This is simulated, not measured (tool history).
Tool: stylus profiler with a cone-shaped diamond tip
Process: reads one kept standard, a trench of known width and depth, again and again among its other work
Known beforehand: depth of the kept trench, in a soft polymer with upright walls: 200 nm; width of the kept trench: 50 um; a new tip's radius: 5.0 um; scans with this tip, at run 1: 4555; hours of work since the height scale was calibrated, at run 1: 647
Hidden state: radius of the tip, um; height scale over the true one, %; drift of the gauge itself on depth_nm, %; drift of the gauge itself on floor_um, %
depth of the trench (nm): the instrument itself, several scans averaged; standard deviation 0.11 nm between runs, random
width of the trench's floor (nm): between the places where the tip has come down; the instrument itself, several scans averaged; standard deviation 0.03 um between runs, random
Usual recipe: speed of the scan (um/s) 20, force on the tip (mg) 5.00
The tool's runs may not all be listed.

run    hour  speed of the scan (um/s)  force on the tip (mg)  scans with this tip  hours of work since the height scale was calibrated  depth of the trench (nm)  width of the trench's floor (nm)
  1     0.0                        20                   5.00                 4555                                                  647                    203.61                             47170
  2    32.0                        20                   5.00                 4691                                                  666                    203.51                             47150
  3    67.6                        20                   5.00                 4842                                                  687                    203.70                             47150
  4    93.9                        34                   5.00                 4953                                                  703                    203.85                             47100
  5   138.1                        20                   6.41                 5141                                                  730                    204.47                             47130
  6   186.5                        20                   5.00                 5346                                                  759                    203.56                             47160
  7   235.8                        20                   5.00                 5555                                                  788                    203.68                             47180
  8   276.8                        20                   5.00                 5729                                                  813                    203.60                             47180
  9   303.1                        20                   5.00                 5840                                                  829                    203.68                             47180
 10   323.6                        20                   5.00                 5927                                                  841                    203.75                             47150
 11   373.2                        20                   5.00                 6137                                                  871                    203.84                             47150
 12   415.1                         5                   5.00                 6315                                                  896                    203.62                             47220
 13   461.0                         6                   5.00                 6509                                                  924                    203.50                             47210
 14   509.0                        20                   9.39                 6713                                                  953                    205.67                             47180
 15   546.3                        20                   5.00                 6871                                                  975                    203.51                             47120
 16   578.3                        20                   5.00                 7007                                                  995                    203.51                             47140
 17   603.5                        51                   7.91                 7114                                                 1010                    205.04                             47110
 18   640.1                        44                   8.70                 7269                                                 1032                    205.28                             47120
 19   664.0                         7                  12.08                 7370                                                 1046                    206.79                             47180
 20   699.8                         9                   6.57                 7522                                                 1068                    204.63                             47150
 21   748.8                        15                   9.83                 7730                                                 1097                    205.87                             47160
 22   780.9                        15                   9.83                 7866                                                 1116                    205.77                             47150
 23   818.3                        79                   5.21                 8024                                                 1139                    203.73                             47040
 24   846.6                        79                   5.21                 8145                                                 1156                    203.64                             47020
 25   877.4                        63                   7.95                 8275                                                 1175                    204.75                             47160
 26   926.1                        41                   9.03                 8482                                                 1204                    205.41                             47130
 27   946.9                         7                   7.50                 8570                                                 1216                    204.94                             47220
 28   974.7                        11                  11.17                 8687                                                 1233                    206.24                             47200
 29  1023.4                        51                   3.12                 8894                                                 1262                    202.59                             47040
 30  1066.4                        17                   3.12                 9076                                                 1288                    202.77                             47060
 31  1095.9                        12                  12.78                 9201                                                 1306                    207.14                             47140
 32  1123.7                        12                  12.78                 9319                                                 1323                    206.88                             47170

3 ways to go on from here, each from the tool as it stands after run 32. What would each give?
  A  1168.3                         7                  10.91                 9508                                                 1350                         ?                                 ?
  B  1168.3                        60                  10.12                 9508                                                 1350                         ?                                 ?
  C  1168.3                        32                   7.06                 9508                                                 1350                         ?                                 ?

run  depth of the trench (nm)  width of the trench's floor (nm)
  A                    206.36                             47210
  B                    205.68                             47060
  C                    204.62                             47140
The same runs, with their run-to-run variation unchanged, on a tool lacking any hidden condition would have given:
run  depth of the trench (nm)  width of the trench's floor (nm)
  A                    206.34                             47220
  B                    205.67                             47060
  C                    204.61                             47140
